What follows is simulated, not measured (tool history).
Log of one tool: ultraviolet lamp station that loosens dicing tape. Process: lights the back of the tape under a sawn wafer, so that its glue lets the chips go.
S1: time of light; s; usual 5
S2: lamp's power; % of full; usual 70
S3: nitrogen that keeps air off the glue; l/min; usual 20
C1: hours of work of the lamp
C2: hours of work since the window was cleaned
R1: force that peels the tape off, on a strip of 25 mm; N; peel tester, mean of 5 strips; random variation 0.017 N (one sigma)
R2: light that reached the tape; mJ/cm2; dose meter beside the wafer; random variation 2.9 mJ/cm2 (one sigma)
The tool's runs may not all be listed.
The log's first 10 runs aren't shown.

run	hour	S1	S2	S3	C1	C2	R1	R2
11	617.7	5	70	20	262	74	1.365	329
12	677.7	5	70	20	290	102	1.48	321
13	718.2	3	70	20	309	121	3.355	194
14	795.1	5	70	20	344	156	1.57	319
15	864.6	8	70	20	376	188	0.562	497
# hour 892.6: window cleaned of glue's vapour, once more
16	915.4	9	70	20	399	10	0.232	664
17	956.2	9	70	20	418	29	0.235	663
18	997.8	9	70	20	437	48	0.236	650
19	1046.3	9	70	20	459	71	0.256	653
20	1101.7	9	70	20	485	96	0.275	635
21	1138.6	9	70	20	502	113	0.265	630
22	1198.2	5	70	20	529	141	1.308	346

Forecast run 23:
23	1269.7	2	86	17	562	174	?	?

Run 23 gave R1 3.996 N, R2 170 mJ/cm2.
Without the tool's hidden state the same run would have given R1 3.053 N, R2 215 mJ/cm2.
